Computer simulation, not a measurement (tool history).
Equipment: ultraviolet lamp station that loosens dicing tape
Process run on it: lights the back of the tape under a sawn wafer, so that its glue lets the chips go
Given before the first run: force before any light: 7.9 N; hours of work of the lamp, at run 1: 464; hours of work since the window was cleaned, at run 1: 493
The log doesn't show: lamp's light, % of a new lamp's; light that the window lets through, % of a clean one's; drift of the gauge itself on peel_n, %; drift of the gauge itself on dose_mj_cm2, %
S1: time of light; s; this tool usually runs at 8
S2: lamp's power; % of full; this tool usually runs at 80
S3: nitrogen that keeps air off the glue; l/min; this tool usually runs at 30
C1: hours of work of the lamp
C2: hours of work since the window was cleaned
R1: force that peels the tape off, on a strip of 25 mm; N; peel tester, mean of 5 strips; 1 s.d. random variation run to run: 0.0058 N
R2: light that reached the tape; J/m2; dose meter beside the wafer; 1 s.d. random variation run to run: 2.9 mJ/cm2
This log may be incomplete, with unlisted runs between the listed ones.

Run 1, hour 0.0: usual settings; C1 464; C2 493. Result: R1 0.149 N, R2 4160 J/m2.
Run 2, hour 25.8: usual settings; C1 480; C2 509. Result: R1 0.139 N, R2 4240 J/m2.
Run 3, hour 56.5: usual settings but S2 85 % of full; C1 499; C2 528. Result: R1 0.125 N, R2 4510 J/m2.
Run 4, hour 91.6: usual settings; C1 521; C2 550. Result: R1 0.150 N, R2 4210 J/m2.
At hour 102.4: window cleaned of glue's vapour.
Run 5, hour 111.0: usual settings; C1 532; C2 5. Result: R1 0.156 N, R2 4160 J/m2.
Run 6, hour 132.0: usual settings; C1 545; C2 18. Result: R1 0.161 N, R2 4250 J/m2.
Run 7, hour 153.5: usual settings; C1 559; C2 32. Result: R1 0.156 N, R2 4220 J/m2.
Run 8, hour 182.5: usual settings but S1 6 s; C1 577; C2 50. Result: R1 0.337 N, R2 3140 J/m2.
Run 9, hour 199.1: usual settings but S1 6 s; C1 587; C2 60. Result: R1 0.346 N, R2 3190 J/m2.
Run 10, hour 217.6: usual settings but S1 12 s; C1 599; C2 72. Result: R1 0.061 N, R2 6350 J/m2.
Run 11, hour 232.8: usual settings; C1 608; C2 81. Result: R1 0.147 N, R2 4180 J/m2.
Run 12, hour 264.9: usual settings; C1 628; C2 101. Result: R1 0.150 N, R2 4230 J/m2.
Run 13, hour 296.8: usual settings; C1 648; C2 121. Result: R1 0.156 N, R2 4210 J/m2.
Run 14, hour 326.9: usual settings but S1 14 s, S2 81 % of full, S3 15 l/min; C1 667; C2 140. Result: R1 0.079 N, R2 7440 J/m2.
Run 15, hour 348.5: usual settings but S1 14 s, S2 81 % of full, S3 15 l/min; C1 680; C2 153. Result: R1 0.067 N, R2 7440 J/m2.
Run 16, hour 372.4: usual settings but S1 7 s, S2 97 % of full; C1 695; C2 168. Result: R1 0.124 N, R2 4460 J/m2.
Run 17, hour 387.3: usual settings but S1 10 s, S3 45 l/min; C1 704; C2 177. Result: R1 0.066 N, R2 5290 J/m2.
Run 18, hour 402.7: usual settings but S1 16 s, S2 76 % of full, S3 11 l/min; C1 714; C2 187. Result: R1 0.075 N, R2 7960 J/m2.
Run 19, hour 436.9: usual settings but S2 93 % of full, S3 18 l/min; C1 735; C2 208. Result: R1 0.163 N, R2 4930 J/m2.
Run 20, hour 461.6: usual settings but S2 77 % of full, S3 46 l/min; C1 751; C2 224. Result: R1 0.115 N, R2 4070 J/m2.
Run 21, hour 490.8: usual settings but S2 77 % of full, S3 46 l/min; C1 769; C2 242. Result: R1 0.119 N, R2 4080 J/m2.
Run 22, hour 524.7: usual settings but S2 77 % of full, S3 46 l/min; C1 790; C2 263. Result: R1 0.117 N, R2 4070 J/m2.

What does the tool deliver on the next run?
Run 23, hour 557.8: usual settings but S2 77 % of full, S3 46 l/min; C1 810; C2 284. Result: R1 ?, R2 ?.

{"run 23": {"R1": 0.115, "R2": 4020}}
With the hidden condition absent and the run-to-run variation left alone, this run would have shown R1 0.115 N, R2 4030 J/m2.

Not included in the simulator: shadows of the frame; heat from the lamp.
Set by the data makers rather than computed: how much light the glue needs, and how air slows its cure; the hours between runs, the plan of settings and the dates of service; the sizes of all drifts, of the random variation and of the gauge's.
